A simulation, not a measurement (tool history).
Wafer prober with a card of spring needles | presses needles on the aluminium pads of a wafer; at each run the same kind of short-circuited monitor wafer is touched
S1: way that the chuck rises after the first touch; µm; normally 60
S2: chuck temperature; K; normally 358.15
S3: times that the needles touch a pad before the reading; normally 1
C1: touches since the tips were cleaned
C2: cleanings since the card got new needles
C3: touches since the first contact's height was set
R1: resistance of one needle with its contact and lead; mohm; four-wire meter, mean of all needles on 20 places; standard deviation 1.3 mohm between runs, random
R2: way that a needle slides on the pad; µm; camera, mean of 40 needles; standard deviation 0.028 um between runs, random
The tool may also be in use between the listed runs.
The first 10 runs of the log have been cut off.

Run 11, hour 91.3: usual settings but S1 74 µm; C1 2677; C2 20; C3 28112. Result: R1 127 mohm, R2 18.04 µm.
Run 12, hour 103.0: usual settings but S1 74 µm; C1 5409; C2 20; C3 30844. Result: R1 136 mohm, R2 17.98 µm.
At hour 109.5: tips cleaned on abrasive film.
Run 13, hour 110.0: usual settings but S1 74 µm; C1 118; C2 21; C3 32438. Result: R1 111 mohm, R2 18.00 µm.
Run 14, hour 123.3: usual settings but S1 74 µm; C1 3239; C2 21; C3 35559. Result: R1 130 mohm, R2 17.99 µm.
Run 15, hour 132.9: usual settings; C1 5472; C2 21; C3 37792. Result: R1 149 mohm, R2 14.57 µm.
At hour 139.2: tips cleaned on abrasive film.
Run 16, hour 143.8: usual settings but S2 326.15 K; C1 1071; C2 22; C3 40313. Result: R1 127 mohm, R2 14.60 µm.
Run 17, hour 153.6: usual settings but S2 390.15 K; C1 3346; C2 22; C3 42588. Result: R1 143 mohm, R2 14.51 µm.
Run 18, hour 165.3: usual settings but S2 390.15 K; C1 6081; C2 22; C3 45323. Result: R1 150 mohm, R2 14.54 µm.
At hour 168.3: tips cleaned on abrasive film.
Run 19, hour 173.9: usual settings but S1 77 µm, S2 340.15 K; C1 1307; C2 23; C3 47312. Result: R1 121 mohm, R2 18.73 µm.
Run 20, hour 183.7: usual settings but S2 389.15 K, S3 2; C1 3580; C2 23; C3 49585. Result: R1 138 mohm, R2 14.56 µm.
Run 21, hour 192.9: usual settings but S2 389.15 K, S3 2; C1 5732; C2 23; C3 51737. Result: R1 138 mohm, R2 14.52 µm.
At hour 197.7: tips cleaned on abrasive film.
Run 22, hour 202.3: usual settings but S1 56 µm, S2 328.15 K; C1 1062; C2 24; C3 53896. Result: R1 127 mohm, R2 13.50 µm.
Run 23, hour 215.2: usual settings but S1 56 µm, S2 328.15 K; C1 4069; C2 24; C3 56903. Result: R1 146 mohm, R2 13.53 µm.
At hour 226.8: tips cleaned on abrasive film.
Run 24, hour 226.8: usual settings but S1 63 µm, S2 328.15 K; C1 0; C2 25; C3 59595. Result: R1 113 mohm, R2 15.25 µm.
Run 25, hour 237.3: usual settings but S1 44 µm, S2 300.15 K, S3 2; C1 2443; C2 25; C3 62038. Result: R1 136 mohm, R2 10.58 µm.
Run 26, hour 247.7: usual settings but S1 69 µm, S2 300.15 K; C1 4861; C2 25; C3 64456. Result: R1 133 mohm, R2 16.72 µm.
At hour 255.9: tips cleaned on abrasive film.
Run 27, hour 259.6: usual settings but S1 66 µm, S2 330.15 K; C1 849; C2 26; C3 67216. Result: R1 121 mohm, R2 15.92 µm.
Run 28, hour 267.0: usual settings but S1 55 µm, S2 312.15 K, S3 2; C1 2582; C2 26; C3 68949. Result: R1 124 mohm, R2 13.29 µm.
Run 29, hour 276.5: usual settings but S1 55 µm, S2 312.15 K, S3 2; C1 4783; C2 26; C3 71150. Result: R1 137 mohm, R2 13.28 µm.
At hour 285.5: tips cleaned on abrasive film.
Run 30, hour 290.3: usual settings but S1 53 µm, S2 312.15 K, S3 2; C1 1111; C2 27; C3 74358. Result: R1 119 mohm, R2 12.75 µm.
Run 31, hour 300.5: usual settings but S1 45 µm, S3 3; C1 3497; C2 27; C3 76744. Result: R1 133 mohm, R2 10.84 µm.
Run 32, hour 306.3: usual settings but S1 45 µm, S3 3; C1 4838; C2 27; C3 78085. Result: R1 141 mohm, R2 10.81 µm.
At hour 315.1: tips cleaned on abrasive film.
Run 33, hour 319.3: usual settings but S1 45 µm, S3 3; C1 985; C2 28; C3 81091. Result: R1 127 mohm, R2 10.80 µm.
Run 34, hour 325.6: usual settings but S1 45 µm, S3 3; C1 2448; C2 28; C3 82554. Result: R1 129 mohm, R2 10.81 µm.

Predict each of these 4 candidate next runs independently; none follows another, all start after run 34:
Run A, hour 331.5: usual settings but S1 46 µm, S3 2; C1 3843; C2 28; C3 83949. Result: R1 ?, R2 ?.
Run B, hour 331.5: usual settings but S1 76 µm, S3 3; C1 3843; C2 28; C3 83949. Result: R1 ?, R2 ?.
Run C, hour 331.5: usual settings; C1 3843; C2 28; C3 83949. Result: R1 ?, R2 ?.
Run D, hour 331.5: usual settings but S2 310.15 K; C1 3843; C2 28; C3 83949. Result: R1 ?, R2 ?.

run   R1     R2
  A  147  11.08
  B  117  18.38
  C  146  14.49
  D  138  14.49
With the hidden condition removed and each run's random variation left untouched, the same runs would have given:
run   R1     R2
  A  117  11.19
  B  109  18.49
  C  114  14.60
  D  105  14.61
